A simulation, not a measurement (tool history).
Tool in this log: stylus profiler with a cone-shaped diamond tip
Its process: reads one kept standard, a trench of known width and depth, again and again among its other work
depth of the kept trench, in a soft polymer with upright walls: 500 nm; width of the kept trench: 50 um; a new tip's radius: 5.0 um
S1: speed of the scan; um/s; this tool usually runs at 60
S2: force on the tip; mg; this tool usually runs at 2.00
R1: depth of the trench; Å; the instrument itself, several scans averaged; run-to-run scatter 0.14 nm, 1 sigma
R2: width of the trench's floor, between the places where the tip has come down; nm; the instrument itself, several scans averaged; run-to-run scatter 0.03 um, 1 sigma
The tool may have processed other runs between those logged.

run     day   S1    S2      R1     R2
  1   0.000   60  2.00  5075.4  42070
  2   0.975   60  2.00  5076.8  42090
  3   2.104   60  2.00  5073.9  42020
  4   2.850   60  2.00  5076.2  41990
  5   3.875  184  2.00  5077.7  41640
  6   4.950  184  2.00  5077.4  41650
  7   5.742   60  2.00  5079.7  41980
  8   6.300   60  2.00  5077.4  41940
  9   6.946   60  2.00  5078.5  42000
 10   7.762   60  2.00  5076.2  41950
      8.462  -- new tip fitted, height scale calibrated
 11   8.492   60  0.67  5012.7  45280
 12   9.638   60  0.76  5019.2  45240
 13  10.883   60  2.00  5035.3  45330
 14  11.592   60  2.00  5034.9  45320
 15  12.425   29  2.99  5046.9  45380
 16  13.700   29  2.99  5047.5  45360
 17  14.342  125  2.00  5036.4  45050
     14.479  -- height scale calibrated on a step standard
 18  15.121  125  2.00  5038.3  45060
 19  16.125   60  1.65  5033.1  45140
 20  17.088  166  2.87  5048.3  44960
 21  18.092  152  1.09  5026.6  44770
 22  19.012   43  0.91  5023.2  45120
     19.629  -- height scale calibrated on a step standard, once more
 23  20.112   43  0.91  5021.5  45080
 24  20.692  190  0.76  5020.6  44340
 25  21.758   76  0.72  5017.6  44810
 26  22.821  174  0.69  5021.3  44340
 27  23.796  233  3.52  5053.8  44670
 28  24.604  233  3.52  5054.5  44580

Below are 3 alternative next runs, each starting from the tool's condition after run 28. Predict each:
  A  25.512   22  1.18   ?   ?
  B  25.512   39  2.00   ?   ?
  C  25.512  233  0.67   ?   ?

run      R1     R2
  A  5028.7  45030
  B  5039.6  45020
  C  5017.4  43970
Stripped of hidden state, with their random variation kept, the same runs would have yielded:
run      R1     R2
  A  5027.3  45600
  B  5038.2  45580
  C  5016.0  44540
